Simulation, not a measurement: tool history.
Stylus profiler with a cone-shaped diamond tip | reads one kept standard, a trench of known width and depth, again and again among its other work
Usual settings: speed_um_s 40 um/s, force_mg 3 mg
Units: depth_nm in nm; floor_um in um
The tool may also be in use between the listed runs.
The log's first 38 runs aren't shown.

| run | day | speed_um_s | force_mg | depth_nm | floor_um |
|---|---|---|---|---|---|
| 39 | 98.829 | 59 | 1.36 | 200.14 | 27.43 |
| 40 | 100.988 | 61 | 7.91 | 203.26 | 27.52 |
| 41 | 103.15 | 38 | 7.75 | 203.22 | 27.63 |
| 42 | 106.167 | 54 | 6.17 | 202.53 | 27.56 |
| 43 | 109.208 | 81 | 1.49 | 200.12 | 27.2 |
| 44 | 112.546 | 81 | 1.49 | 200.04 | 27.21 |
| 45 | 114.317 | 63 | 4.23 | 201.58 | 27.41 |
| 46 | 117.979 | 29 | 3.66 | 201.15 | 27.55 |
| 47 | 119.479 | 19 | 1.64 | 199.89 | 27.47 |

Forecast each of these 4 alternatives for the next run:
| A | 122.512 | 68 | 3 | ? | ? |
| B | 122.512 | 21 | 1.67 | ? | ? |
| C | 122.512 | 90 | 2.48 | ? | ? |
| D | 122.512 | 115 | 3 | ? | ? |

| run | depth_nm | floor_um |
|---|---|---|
| A | 200.83 | 27.29 |
| B | 200.27 | 27.5 |
| C | 200.54 | 27.23 |
| D | 200.63 | 27.19 |
Without the tool's hidden state the same runs would have given:
| run | depth_nm | floor_um |
|---|---|---|
| A | 202.52 | 27.94 |
| B | 201.96 | 28.15 |
| C | 202.24 | 27.88 |
| D | 202.32 | 27.84 |
